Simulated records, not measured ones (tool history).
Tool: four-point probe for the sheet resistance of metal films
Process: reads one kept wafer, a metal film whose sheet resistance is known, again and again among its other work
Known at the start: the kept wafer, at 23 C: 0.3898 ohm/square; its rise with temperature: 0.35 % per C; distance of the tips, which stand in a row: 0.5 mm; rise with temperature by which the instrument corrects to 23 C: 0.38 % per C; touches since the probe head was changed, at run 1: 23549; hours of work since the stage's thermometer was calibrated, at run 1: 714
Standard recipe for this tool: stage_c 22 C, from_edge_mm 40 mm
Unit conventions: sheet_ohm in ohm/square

run	hour	stage_c	from_edge_mm	touches since the probe head was changed	hours of work since the stage's thermometer was calibrated	sheet_ohm
1	0	22	40	23549	714	0.389856
2	17.6	22	28	24001	721	0.389581
3	52.7	22	28	24900	736	0.389513
4	90	22	40	25855	751	0.389368
5	113.6	22	5	26461	761	0.39161
6	147.3	22	5	27324	775	0.391521
7	177.2	22	5	28092	788	0.391518
8	203.8	22	55	28773	799	0.389376
9	237.8	22	40	29643	813	0.38929
10	262.5	22	40	30277	824	0.389312
11	295.9	22	40	31131	838	0.389235
12	326.3	22	40	31911	850	0.389315
13	361.3	22	40	32808	865	0.389221
14	377.9	22	40	33233	872	0.389115
15	410.3	22	60	34064	886	0.389158
16	443.9	22	21	34926	900	0.389329
17	478.1	22	21	35801	914	0.389117
18	500.5	22	21	36376	924	0.389235
19	517.8	22	21	36820	931	0.389227
20	537	27	40	37312	939	0.388451
21	556.3	22	40	37806	947	0.389085
22	575.4	22	60	38296	955	0.389096
23	594	22	40	38773	963	0.389128
24	627.5	22	40	39631	977	0.389039
25	664.5	22	40	40579	992	0.389001
# hour 667.7: stage's thermometer calibrated
26	688.3	20	6	41177	9	0.390588
27	706.3	22	4	41638	16	0.39216
28	731.3	25	17	42278	27	0.388546
29	755.2	19	3	42892	37	0.394951
30	781.1	23	69	43554	48	0.388588
31	820.3	23	69	44558	64	0.388564
32	852.1	32	41	45376	77	0.387435
# hour 875.2: stage's thermometer calibrated, once more
33	880.2	18	40	46081	2	0.38951
34	913.9	28	33	46945	16	0.388279
35	929.8	28	33	47352	23	0.388172
36	956.8	28	6	48044	34	0.389509
37	990.6	24	3	48911	48	0.394436
38	1019.3	24	3	49646	60	0.394332
39	1043.1	35	40	50256	70	0.38719
40	1076.5	19	40	51112	84	0.38921
41	1101.3	19	40	51748	95	0.389189
42	1136.9	34	29	52662	110	0.387268
43	1167.2	34	5	53437	123	0.389278
44	1200.6	34	5	54294	137	0.389383
45	1217.8	28	62	54734	144	0.388043

A few steps of sheet_ohm between consecutive runs. Split each: what settings, incoming material and random variation would produce without the hidden state, and what is left over for the hidden state, along with gauge scatter present in only one of the two compared results (measured, and without hidden state):
Hidden state present: inner tips' distance over the nominal, %; tips' flats over new ones', %; wafer's true temperature over the reading, C; drift of the gauge itself on sheet_ohm, %.
Run 25 -> 26: stage_c 22 -> 20, from_edge_mm 40 -> 6, stage's thermometer calibrated. sheet_ohm +0.001587 ohm/square: hidden state -0.000099, all else +0.001686.
Run 28 -> 29: stage_c 25 -> 19, from_edge_mm 17 -> 3. sheet_ohm +0.006405 ohm/square: hidden state -0.000049, all else +0.006454.
Run 29 -> 30: stage_c 19 -> 23, from_edge_mm 3 -> 69. sheet_ohm -0.006363 ohm/square: hidden state +0, all else -0.006363.
Run 32 -> 33: stage_c 32 -> 18, from_edge_mm 41 -> 40, stage's thermometer calibrated, once more. sheet_ohm +0.002075 ohm/square: hidden state +0.000308, all else +0.001767.
Run 38 -> 39: stage_c 24 -> 35, from_edge_mm 3 -> 40. sheet_ohm -0.007142 ohm/square: hidden state -0.000001, all else -0.007141.
